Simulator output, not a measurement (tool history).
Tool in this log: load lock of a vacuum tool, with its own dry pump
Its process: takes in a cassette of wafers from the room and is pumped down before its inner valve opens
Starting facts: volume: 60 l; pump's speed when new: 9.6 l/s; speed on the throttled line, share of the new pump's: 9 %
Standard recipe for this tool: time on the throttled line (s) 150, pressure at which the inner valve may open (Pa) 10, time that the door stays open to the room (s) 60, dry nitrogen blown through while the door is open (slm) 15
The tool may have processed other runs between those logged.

| run | hour | time on the throttled line (s) | pressure at which the inner valve may open (Pa) | time that the door stays open to the room (s) | dry nitrogen blown through while the door is open (slm) | incoming humidity of the room's air, % | time from the closed door until the inner valve may open (s) | rise of the pressure with all valves shut (Pa/min) |
|---|---|---|---|---|---|---|---|---|
| 1 | 0.0 | 150 | 10 | 60 | 15 | 44.9 | 195.7 | 0.023 |
| 2 | 180.2 | 150 | 10 | 60 | 15 | 46.6 | 195.8 | 0.024 |
| 3 | 363.5 | 144 | 10 | 60 | 15 | 48.0 | 191.7 | 0.023 |
| 4 | 493.9 | 144 | 10 | 60 | 15 | 46.3 | 190.8 | 0.030 |
| 5 | 668.7 | 144 | 10 | 60 | 15 | 43.6 | 191.5 | 0.034 |
| 6 | 818.3 | 150 | 10 | 60 | 15 | 45.2 | 195.9 | 0.047 |
| 7 | 971.9 | 150 | 10 | 60 | 15 | 45.5 | 196.6 | 0.048 |
| 8 | 1115.3 | 150 | 10 | 60 | 15 | 47.0 | 196.2 | 0.049 |
| 9 | 1231.8 | 150 | 10 | 60 | 15 | 46.8 | 196.9 | 0.052 |
| 10 | 1400.3 | 150 | 10 | 30 | 15 | 46.8 | 196.0 | 0.054 |
| 11 | 1577.1 | 231 | 10 | 57 | 7 | 41.2 | 268.9 | 0.060 |
| 12 | 1684.0 | 231 | 10 | 57 | 7 | 43.8 | 269.2 | 0.068 |
| 13 | 1842.1 | 231 | 10 | 57 | 7 | 47.1 | 269.9 | 0.068 |

What if the next run were any one of these 5? Each begins from the tool's condition after run 13:
| A | 1952.6 | 231 | 10 | 200 | 7 | 45.2 | ? | ? |
| B | 1952.6 | 122 | 10 | 146 | 15 | 43.1 | ? | ? |
| C | 1952.6 | 178 | 10 | 60 | 15 | 42.8 | ? | ? |
| D | 1952.6 | 115 | 9 | 60 | 15 | 39.6 | ? | ? |
| E | 1952.6 | 108 | 10 | 60 | 21 | 43.7 | ? | ? |

| run | time from the closed door until the inner valve may open (s) | rise of the pressure with all valves shut (Pa/min) |
|---|---|---|
| A | 270.1 | 0.089 |
| B | 171.4 | 0.075 |
| C | 221.7 | 0.067 |
| D | 165.8 | 0.062 |
| E | 158.9 | 0.066 |
Take away the tool's hidden state, keep each run's random variation, and the runs would have read:
| run | time from the closed door until the inner valve may open (s) | rise of the pressure with all valves shut (Pa/min) |
|---|---|---|
| A | 268.2 | 0.039 |
| B | 169.1 | 0.026 |
| C | 219.5 | 0.018 |
| D | 163.5 | 0.012 |
| E | 156.4 | 0.017 |
